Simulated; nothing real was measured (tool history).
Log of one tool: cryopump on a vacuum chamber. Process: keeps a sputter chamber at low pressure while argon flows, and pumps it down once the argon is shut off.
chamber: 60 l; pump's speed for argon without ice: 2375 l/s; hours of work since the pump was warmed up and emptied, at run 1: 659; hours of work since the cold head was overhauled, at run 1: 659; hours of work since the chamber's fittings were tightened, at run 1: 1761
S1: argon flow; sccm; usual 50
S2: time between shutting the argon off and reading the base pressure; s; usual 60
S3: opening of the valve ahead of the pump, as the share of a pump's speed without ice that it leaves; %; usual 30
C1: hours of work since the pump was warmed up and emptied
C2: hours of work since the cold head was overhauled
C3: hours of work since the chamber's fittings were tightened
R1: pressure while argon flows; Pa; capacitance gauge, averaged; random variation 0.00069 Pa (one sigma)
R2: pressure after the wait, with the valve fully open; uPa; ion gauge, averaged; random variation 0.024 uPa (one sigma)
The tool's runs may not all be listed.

run,hour,S1,S2,S3,C1,C2,C3,R1,R2
1,0,50,60,30,659,659,1761,0.1238,1.17
2,53.7,50,60,30,681,681,1783,0.1237,1.17
3,97.8,50,60,30,699,699,1800,0.1242,1.14
4,152.6,27,60,30,720,720,1822,0.0658,1.1
5,190.9,50,60,30,736,736,1837,0.1248,1.17
6,243.1,50,60,30,757,757,1858,0.1247,1.13
7,295.8,50,60,30,778,778,1879,0.1247,1.2
8,364.3,50,60,30,805,805,1907,0.1267,1.14
9,407.4,50,60,30,822,822,1924,0.1254,1.15
10,466.3,50,197,30,846,846,1948,0.1243,0.67
11,508.2,50,60,30,863,863,1965,0.1269,1.19
12,590.8,50,60,30,896,896,1998,0.1267,1.2
13,628.1,50,60,30,911,911,2013,0.1254,1.21
14,710.4,50,60,30,944,944,2045,0.1268,1.23
15,786.7,50,60,30,974,974,2076,0.1266,1.19
16,833.4,50,60,30,993,993,2095,0.1258,1.25
# hour 848.9: pump warmed up, emptied and cooled again
17,915.9,50,60,30,27,1024,2126,0.1199,1.17
18,992.4,50,60,30,57,1055,2156,0.121,1.14
19,1043.7,53,60,22,78,1075,2177,0.1735,1.14
20,1123.4,50,55,21,110,1107,2209,0.1715,1.23
21,1198.6,50,55,21,140,1137,2239,0.1707,1.23
22,1250.8,24,60,30,161,1158,2260,0.0579,1.16
23,1289.5,50,27,30,176,1174,2275,0.1222,2
24,1352.8,50,27,30,202,1199,2301,0.1205,2.04
25,1414.9,71,60,30,227,1224,2326,0.1713,1.17
26,1486.3,71,60,30,255,1252,2354,0.1715,1.24
27,1565.9,41,36,31,287,1284,2386,0.0963,1.62
28,1639.7,41,36,31,317,1314,2416,0.0972,1.63
29,1716.1,41,23,30,347,1344,2446,0.0998,2.39
# hour 1722: leaking fittings of the chamber tightened, without venting
30,1785.8,50,38,20,374,1371,26,0.182,1.24
31,1830.9,25,60,40,392,1390,44,0.0458,0.88
32,1910.3,25,60,30,424,1421,75,0.0614,0.85
33,1971.3,25,60,30,449,1446,100,0.0615,0.91
34,2042.7,22,164,30,477,1474,128,0.0534,0.41
35,2086,22,30,36,494,1492,146,0.0458,1.6

Hidden state or all else? Some run-to-run changes of R1, split into what the settings, what came in and random variation would give without the hidden state, and what is left for the hidden state (with any gauge scatter that isn't in both results):
The hidden state here: pump's speed, % of a pump's without ice; cold plate's temperature, K; leak into the chamber, uPa l/s; drift of the gauge itself on working_pa, %; drift of the gauge itself on base_upa, %.
Run 3 -> 4: S1 50 -> 27. R1 -0.0584 Pa: hidden state -0.0025, all else -0.0559.
Run 4 -> 5: S1 27 -> 50. R1 +0.059 Pa: hidden state +0.0029, all else +0.0561.
Run 16 -> 17: pump warmed up, emptied and cooled again. R1 -0.0059 Pa: hidden state -0.0075, all else +0.0016.
Run 21 -> 22: S1 50 -> 24, S2 55 -> 60, S3 21 -> 30. R1 -0.1128 Pa: hidden state -0.0009, all else -0.1119.
Run 29 -> 30: S1 41 -> 50, S2 23 -> 38, S3 30 -> 20, leaking fittings of the chamber tightened, without venting. R1 +0.0822 Pa: hidden state +0.0009, all else +0.0813.
Run 30 -> 31: S1 50 -> 25, S2 38 -> 60, S3 20 -> 40. R1 -0.1362 Pa: hidden state -0.0017, all else -0.1345.
